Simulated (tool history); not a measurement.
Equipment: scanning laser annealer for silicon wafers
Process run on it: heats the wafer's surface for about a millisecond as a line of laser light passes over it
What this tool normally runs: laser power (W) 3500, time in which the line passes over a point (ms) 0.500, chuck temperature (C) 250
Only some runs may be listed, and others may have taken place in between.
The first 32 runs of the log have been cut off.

run   hour  laser power (W)  time in which the line passes over a point (ms)  chuck temperature (C)  highest temperature of the surface (C)
 33  782.6             3500                                            0.534                    288                                    1072
 34  800.0             3500                                            0.526                    272                                    1047
 35  822.4             2992                                            0.398                    277                                     833
 36  848.4             3021                                            0.534                    225                                     883
 37  872.2             3500                                            0.500                    212                                     961
 38  901.1             3353                                            0.500                    250                                     963
     922.4  -- optics aligned, line set to its width
 39  937.7             3500                                            0.364                    250                                     885
 40  962.5             3006                                            0.385                    212                                     762
 41  992.0             3006                                            0.385                    212                                     760

Consider 4 possible next runs. They are alternatives, not a sequence: every one starts from the tool as it was left by run 41. What does each give?
  A  1008.1             3362                                            0.486                    236                                       ?
  B  1008.1             3500                                            0.600                    250                                       ?
  C  1008.1             3696                                            0.385                    271                                       ?
  D  1008.1             3500                                            0.500                    233                                       ?

run  highest temperature of the surface (C)
  A                                     942
  B                                    1083
  C                                     961
  D                                     983
With the hidden condition removed and each run's random variation left untouched, the same runs would have given:
run  highest temperature of the surface (C)
  A                                     965
  B                                    1111
  C                                     984
  D                                    1008

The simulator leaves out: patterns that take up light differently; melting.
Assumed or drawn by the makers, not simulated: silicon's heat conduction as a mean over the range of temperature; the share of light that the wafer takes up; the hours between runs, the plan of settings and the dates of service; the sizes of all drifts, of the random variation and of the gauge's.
